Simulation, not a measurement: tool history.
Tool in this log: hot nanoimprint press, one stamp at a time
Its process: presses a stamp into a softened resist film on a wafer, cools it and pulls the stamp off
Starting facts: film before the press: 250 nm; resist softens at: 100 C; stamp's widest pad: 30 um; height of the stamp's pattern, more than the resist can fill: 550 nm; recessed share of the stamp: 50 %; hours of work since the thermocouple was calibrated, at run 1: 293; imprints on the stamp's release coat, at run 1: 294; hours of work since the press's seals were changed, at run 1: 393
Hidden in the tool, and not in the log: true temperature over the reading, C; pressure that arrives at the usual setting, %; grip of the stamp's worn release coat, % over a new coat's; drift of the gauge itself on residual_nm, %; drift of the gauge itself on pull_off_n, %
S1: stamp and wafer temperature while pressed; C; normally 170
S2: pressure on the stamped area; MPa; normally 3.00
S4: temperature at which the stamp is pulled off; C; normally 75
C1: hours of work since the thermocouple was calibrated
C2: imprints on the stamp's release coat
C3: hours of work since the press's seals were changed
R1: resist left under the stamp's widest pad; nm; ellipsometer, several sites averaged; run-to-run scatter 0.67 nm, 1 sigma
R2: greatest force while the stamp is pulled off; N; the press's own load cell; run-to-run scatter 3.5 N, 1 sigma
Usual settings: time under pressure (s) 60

run 1 hour=0.0 | S1=170 S2=3.00 time_under_pressure_(s)=60 S4=75 | C1=293 C2=294 C3=393 | R1=129.4 R2=166
run 2 hour=61.1 | S1=170 S2=3.00 time_under_pressure_(s)=60 S4=75 | C1=317 C2=449 C3=417 | R1=129.3 R2=176
run 3 hour=122.7 | S1=170 S2=3.00 time_under_pressure_(s)=60 S4=75 | C1=342 C2=604 C3=442 | R1=128.5 R2=165
run 4 hour=163.9 | S1=170 S2=3.00 time_under_pressure_(s)=60 S4=75 | C1=359 C2=708 C3=458 | R1=128.5 R2=170
run 5 hour=234.2 | S1=170 S2=3.00 time_under_pressure_(s)=60 S4=75 | C1=387 C2=885 C3=487 | R1=127.6 R2=169
run 6 hour=296.3 | S1=170 S2=3.00 time_under_pressure_(s)=60 S4=75 | C1=412 C2=1042 C3=512 | R1=127.7 R2=170
-- hour=326.1 plate thermocouple calibrated
run 7 hour=337.0 | S1=170 S2=3.00 time_under_pressure_(s)=60 S4=75 | C1=4 C2=1137 C3=527 | R1=127.4 R2=167
run 8 hour=394.7 | S1=170 S2=3.00 time_under_pressure_(s)=60 S4=75 | C1=28 C2=1282 C3=550 | R1=128.8 R2=172
run 9 hour=424.4 | S1=170 S2=3.00 time_under_pressure_(s)=114 S4=75 | C1=39 C2=1357 C3=562 | R1=102.0 R2=168
run 10 hour=470.7 | S1=170 S2=3.00 time_under_pressure_(s)=31 S4=75 | C1=58 C2=1474 C3=580 | R1=159.8 R2=176
run 11 hour=524.4 | S1=170 S2=3.00 time_under_pressure_(s)=31 S4=75 | C1=80 C2=1609 C3=602 | R1=158.8 R2=171
run 12 hour=567.3 | S1=170 S2=3.00 time_under_pressure_(s)=31 S4=75 | C1=97 C2=1718 C3=619 | R1=158.1 R2=167
run 13 hour=612.0 | S1=170 S2=3.00 time_under_pressure_(s)=31 S4=75 | C1=115 C2=1830 C3=637 | R1=158.1 R2=162
run 14 hour=681.3 | S1=170 S2=3.00 time_under_pressure_(s)=34 S4=75 | C1=143 C2=2005 C3=665 | R1=154.6 R2=173
run 15 hour=712.6 | S1=170 S2=3.00 time_under_pressure_(s)=34 S4=75 | C1=155 C2=2084 C3=677 | R1=154.4 R2=170
run 16 hour=775.6 | S1=173 S2=3.71 time_under_pressure_(s)=37 S4=78 | C1=180 C2=2243 C3=703 | R1=122.3 R2=158
-- hour=790.9 stamp cleaned and given a new release coat
run 17 hour=851.6 | S1=173 S2=3.71 time_under_pressure_(s)=37 S4=78 | C1=209 C2=153 C3=731 | R1=123.8 R2=159
run 18 hour=883.5 | S1=173 S2=2.23 time_under_pressure_(s)=68 S4=78 | C1=221 C2=234 C3=744 | R1=125.7 R2=149
run 19 hour=936.4 | S1=173 S2=2.23 time_under_pressure_(s)=68 S4=78 | C1=243 C2=367 C3=765 | R1=126.0 R2=166
-- hour=977.6 press's hydraulic seals changed and the load cell set to zero
run 20 hour=999.8 | S1=170 S2=4.37 time_under_pressure_(s)=60 S4=78 | C1=265 C2=507 C3=9 | R1=108.3 R2=156
run 21 hour=1065.1 | S1=164 S2=3.00 time_under_pressure_(s)=33 S4=82 | C1=291 C2=672 C3=35 | R1=186.3 R2=143
run 22 hour=1119.6 | S1=181 S2=4.69 time_under_pressure_(s)=95 S4=60 | C1=313 C2=809 C3=57 | R1=54.7 R2=228
run 23 hour=1161.5 | S1=167 S2=2.11 time_under_pressure_(s)=92 S4=63 | C1=330 C2=915 C3=74 | R1=143.7 R2=217
run 24 hour=1231.9 | S1=167 S2=2.11 time_under_pressure_(s)=78 S4=63 | C1=358 C2=1092 C3=102 | R1=151.2 R2=214
run 25 hour=1281.0 | S1=167 S2=2.75 time_under_pressure_(s)=65 S4=80 | C1=378 C2=1216 C3=122 | R1=144.0 R2=154
run 26 hour=1350.8 | S1=172 S2=3.38 time_under_pressure_(s)=60 S4=75 | C1=406 C2=1392 C3=150 | R1=113.0 R2=169
-- hour=1389.5 plate thermocouple calibrated
run 27 hour=1419.2 | S1=172 S2=3.38 time_under_pressure_(s)=60 S4=75 | C1=12 C2=1557 C3=176 | R1=112.2 R2=171
run 28 hour=1448.9 | S1=178 S2=3.66 time_under_pressure_(s)=50 S4=64 | C1=24 C2=1632 C3=188 | R1=92.3 R2=212
run 29 hour=1512.9 | S1=178 S2=2.33 time_under_pressure_(s)=50 S4=64 | C1=50 C2=1794 C3=214 | R1=114.9 R2=206

Below are 5 alternative next runs, each starting from the tool's condition after run 29. Predict each:
run A hour=1556.2 | S1=169 S2=3.00 time_under_pressure_(s)=74 S4=70 | C1=67 C2=1903 C3=231 | R1=? R2=?
run B hour=1556.2 | S1=178 S2=2.11 time_under_pressure_(s)=50 S4=64 | C1=67 C2=1903 C3=231 | R1=? R2=?
run C hour=1556.2 | S1=176 S2=3.00 time_under_pressure_(s)=60 S4=74 | C1=67 C2=1903 C3=231 | R1=? R2=?
run D hour=1556.2 | S1=171 S2=3.00 time_under_pressure_(s)=60 S4=75 | C1=67 C2=1903 C3=231 | R1=? R2=?
run E hour=1556.2 | S1=169 S2=3.00 time_under_pressure_(s)=60 S4=68 | C1=67 C2=1903 C3=231 | R1=? R2=?

run=A R1=126.1 R2=187
run=B R1=120.0 R2=210
run=C R1=101.6 R2=173
run=D R1=122.8 R2=168
run=E R1=133.3 R2=196
What these runs would have given with no unlogged condition in the tool:
run=A R1=126.1 R2=186
run=B R1=120.0 R2=209
run=C R1=101.6 R2=172
run=D R1=122.8 R2=167
run=E R1=133.3 R2=195
